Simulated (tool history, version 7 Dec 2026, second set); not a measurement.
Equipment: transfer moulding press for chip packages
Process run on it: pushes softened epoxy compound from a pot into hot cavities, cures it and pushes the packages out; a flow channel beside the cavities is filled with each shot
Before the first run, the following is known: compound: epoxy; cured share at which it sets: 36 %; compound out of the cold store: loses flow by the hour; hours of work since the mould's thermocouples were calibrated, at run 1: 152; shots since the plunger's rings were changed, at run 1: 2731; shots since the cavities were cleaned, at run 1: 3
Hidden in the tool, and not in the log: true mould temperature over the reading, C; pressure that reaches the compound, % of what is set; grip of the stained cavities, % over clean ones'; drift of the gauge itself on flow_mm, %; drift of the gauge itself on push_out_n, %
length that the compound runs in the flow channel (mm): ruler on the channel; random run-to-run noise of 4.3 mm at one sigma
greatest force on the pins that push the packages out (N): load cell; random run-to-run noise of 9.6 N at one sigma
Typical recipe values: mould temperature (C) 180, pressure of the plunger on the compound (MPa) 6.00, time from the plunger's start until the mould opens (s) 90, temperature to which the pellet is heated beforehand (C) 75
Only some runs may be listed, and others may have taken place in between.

run,day,mould temperature (C),pressure of the plunger on the compound (MPa),time from the plunger's start until the mould opens (s),temperature to which the pellet is heated beforehand (C),hours of work since the mould's thermocouples were calibrated,shots since the plunger's rings were changed,shots since the cavities were cleaned,incoming compound's hours out of the cold store,length that the compound runs in the flow channel (mm),greatest force on the pins that push the packages out (N)
1,0.000,180,6.00,90,75,152,2731,3,33.0,668,424
2,0.888,176,6.00,90,75,169,3031,303,8.9,725,585
3,1.912,180,5.59,90,75,188,3377,649,37.4,641,416
# day 2.388: cavities cleaned with cleaning compound and waxed
4,2.738,180,5.59,90,75,203,3634,119,46.5,622,406
5,3.904,180,5.59,90,75,225,4028,513,15.2,685,435
# day 4.783: cavities cleaned with cleaning compound and waxed
6,5.179,180,5.59,90,68,247,4437,134,33.1,646,432
7,6.554,180,5.59,90,68,273,4902,599,41.2,637,421
# day 7.167: cavities cleaned with cleaning compound and waxed
8,7.900,180,6.00,90,75,297,5334,247,19.9,692,422
9,9.042,172,6.00,90,75,319,5720,633,29.4,699,750
# day 9.550: cavities cleaned with cleaning compound and waxed
10,10.321,172,6.00,90,75,342,6131,260,11.9,718,750
11,11.325,180,6.00,90,75,361,6470,599,15.7,714,432
# day 11.875: mould's thermocouples calibrated
# day 11.996: cavities cleaned with cleaning compound and waxed
# day 12.188: plunger's sealing rings changed
12,12.908,180,6.58,90,75,16,243,273,17.8,737,441
13,14.008,180,6.58,90,75,37,614,644,19.1,724,445
# day 14.508: cavities cleaned with cleaning compound and waxed
14,15.075,180,6.58,90,75,56,953,191,43.2,690,421
15,16.188,180,6.58,90,75,77,1330,568,24.3,724,425
# day 16.867: cavities cleaned with cleaning compound and waxed
16,17.008,181,5.95,83,80,91,1585,47,24.3,685,486
17,17.633,183,6.00,90,75,103,1796,258,43.7,652,362
18,18.942,179,5.15,99,85,128,2238,700,29.3,623,353
# day 19.233: cavities cleaned with cleaning compound and waxed
19,19.562,179,5.15,99,85,138,2427,112,44.4,607,344
20,20.775,180,5.20,77,75,161,2836,521,30.8,629,619
# day 21.629: cavities cleaned with cleaning compound and waxed
21,21.742,183,6.00,90,75,178,3141,38,26.1,681,347
22,22.412,187,6.00,90,70,191,3368,265,36.3,659,306
23,22.992,187,6.00,90,70,201,3563,460,27.5,661,311
# day 24.017: cavities cleaned with cleaning compound and waxed
24,24.254,187,6.00,90,70,224,3968,79,16.4,687,315
25,24.879,187,6.00,90,70,236,4179,290,34.8,650,311
26,25.612,176,6.00,90,67,250,4427,538,20.5,703,579
27,26.175,180,6.00,90,68,260,4617,728,28.5,677,438
# day 26.412: cavities cleaned with cleaning compound and waxed
28,27.017,178,6.00,79,75,275,4880,204,40.7,662,662
29,27.833,178,6.00,79,75,290,5156,480,37.4,673,676

Alternative continuations, all from the tool just after run 29; predict every row:
# day 28.821: cavities cleaned with cleaning compound and waxed
A,29.100,173,6.00,90,68,313,5562,94,33.0,?,?
# day 28.821: cavities cleaned with cleaning compound and waxed
B,29.100,180,6.92,90,82,313,5562,94,26.8,?,?
# day 28.821: cavities cleaned with cleaning compound and waxed
C,29.100,180,6.00,90,73,313,5562,94,19.6,?,?

run,length that the compound runs in the flow channel (mm),greatest force on the pins that push the packages out (N)
A,691,714
B,736,418
C,706,418
With no hidden state in the tool, these same runs would have given:
run,length that the compound runs in the flow channel (mm),greatest force on the pins that push the packages out (N)
A,692,712
B,737,417
C,706,417

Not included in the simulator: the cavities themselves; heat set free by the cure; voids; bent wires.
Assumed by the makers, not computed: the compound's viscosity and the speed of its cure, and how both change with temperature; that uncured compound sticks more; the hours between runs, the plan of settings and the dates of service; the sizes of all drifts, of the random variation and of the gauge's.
